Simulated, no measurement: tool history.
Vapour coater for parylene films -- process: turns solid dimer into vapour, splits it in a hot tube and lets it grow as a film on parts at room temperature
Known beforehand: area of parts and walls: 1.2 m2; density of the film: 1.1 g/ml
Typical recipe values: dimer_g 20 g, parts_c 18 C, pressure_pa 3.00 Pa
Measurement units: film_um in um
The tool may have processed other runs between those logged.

run 1 hour=0.0 | dimer_g=20 parts_c=18 pressure_pa=3.00 | film_um=10.11
run 2 hour=46.0 | dimer_g=20 parts_c=18 pressure_pa=3.00 | film_um=10.05
run 3 hour=104.6 | dimer_g=11 parts_c=18 pressure_pa=3.00 | film_um=5.50
run 4 hour=165.2 | dimer_g=11 parts_c=18 pressure_pa=3.00 | film_um=5.14
run 5 hour=211.9 | dimer_g=23 parts_c=18 pressure_pa=3.00 | film_um=10.62
run 6 hour=241.9 | dimer_g=23 parts_c=18 pressure_pa=3.00 | film_um=10.62
run 7 hour=299.8 | dimer_g=23 parts_c=18 pressure_pa=3.00 | film_um=10.49
run 8 hour=355.1 | dimer_g=27 parts_c=18 pressure_pa=3.94 | film_um=13.60
run 9 hour=403.4 | dimer_g=20 parts_c=14 pressure_pa=3.00 | film_um=12.03
run 10 hour=455.1 | dimer_g=14 parts_c=13 pressure_pa=8.26 | film_um=7.19
run 11 hour=510.6 | dimer_g=14 parts_c=13 pressure_pa=8.26 | film_um=7.11
run 12 hour=538.1 | dimer_g=15 parts_c=11 pressure_pa=3.00 | film_um=9.90
run 13 hour=584.2 | dimer_g=15 parts_c=11 pressure_pa=3.00 | film_um=9.62
run 14 hour=622.9 | dimer_g=15 parts_c=11 pressure_pa=3.00 | film_um=10.26

Missing from the log above: 3 entries noted between runs. For each, name the pair of listed runs it sits between and say how the tool's hidden condition differs from the listed run just before to the listed run just after:
Run 3 -> run 4: trap's valve overhauled (hour 156.5)
  vapour lost through the trap's worn valve, %: 5.6 -> 11.3; true temperature of the parts over the reading, C: -0.24 -> -0.28
  what was measured, less what the result would be without the hidden state, film_um: -0.28 -> -0.60 um
Run 7 -> run 8: trap's valve overhauled, once more (hour 324.2)
  vapour lost through the trap's worn valve, %: 14.1 -> 0.9; true temperature of the parts over the reading, C: -0.37 -> -0.41
  what was measured, less what the result would be without the hidden state, film_um: -1.56 -> +0.07 um
Run 13 -> run 14: trap's valve overhauled (hour 622.3)
  vapour lost through the trap's worn valve, %: 5.5 -> 0.3; true temperature of the parts over the reading, C: -0.57 -> -0.59
  what was measured, less what the result would be without the hidden state, film_um: -0.36 -> +0.18 um
